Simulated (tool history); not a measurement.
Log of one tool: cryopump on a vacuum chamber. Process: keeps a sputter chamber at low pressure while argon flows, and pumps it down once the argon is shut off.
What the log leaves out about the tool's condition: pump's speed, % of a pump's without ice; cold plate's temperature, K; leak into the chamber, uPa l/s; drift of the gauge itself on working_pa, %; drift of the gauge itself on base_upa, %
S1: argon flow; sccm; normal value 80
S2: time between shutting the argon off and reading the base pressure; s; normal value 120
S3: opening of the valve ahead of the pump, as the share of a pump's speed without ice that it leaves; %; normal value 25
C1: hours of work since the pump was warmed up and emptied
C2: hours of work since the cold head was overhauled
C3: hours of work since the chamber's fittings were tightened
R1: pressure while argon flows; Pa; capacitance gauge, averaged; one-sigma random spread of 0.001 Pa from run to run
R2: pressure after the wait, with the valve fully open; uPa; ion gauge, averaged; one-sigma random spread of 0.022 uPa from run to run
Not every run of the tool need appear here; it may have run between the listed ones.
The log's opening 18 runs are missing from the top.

run,hour,S1,S2,S3,C1,C2,C3,R1,R2
19,412.6,143,120,49,160,737,541,0.2128,0.89
20,432.1,143,120,49,171,748,552,0.2143,0.85
21,446.4,143,120,39,180,756,560,0.2680,0.88
22,462.6,128,26,32,189,765,569,0.2896,2.58
23,489.3,115,244,25,204,780,584,0.3330,0.67
24,509.0,86,202,39,215,792,596,0.1623,0.68
25,535.2,86,202,39,230,807,611,0.1605,0.75
26,555.0,86,202,39,242,818,622,0.1601,0.74
27,579.4,107,29,25,256,832,636,0.3118,2.37
28,606.2,64,202,18,271,847,651,0.2561,0.73
29,619.8,54,120,51,279,855,659,0.0789,0.96
30,632.2,45,120,51,286,862,666,0.0660,1.00
31,644.7,45,120,51,293,869,673,0.0659,0.95
32,658.2,45,120,51,301,877,681,0.0663,0.96
33,670.5,45,120,51,308,884,688,0.0669,1.01

Below are 4 alternative next runs, each starting from the tool's condition after run 33. Predict each:
A,694.3,104,66,51,321,898,702,?,?
B,694.3,106,93,51,321,898,702,?,?
C,694.3,45,120,58,321,898,702,?,?
D,694.3,45,81,37,321,898,702,?,?

run,R1,R2
A,0.1536,1.32
B,0.1565,1.10
C,0.0590,0.99
D,0.0901,1.15
Without the tool's unlogged condition, the same runs would have read:
run,R1,R2
A,0.1446,0.94
B,0.1473,0.71
C,0.0551,0.58
D,0.0862,0.77
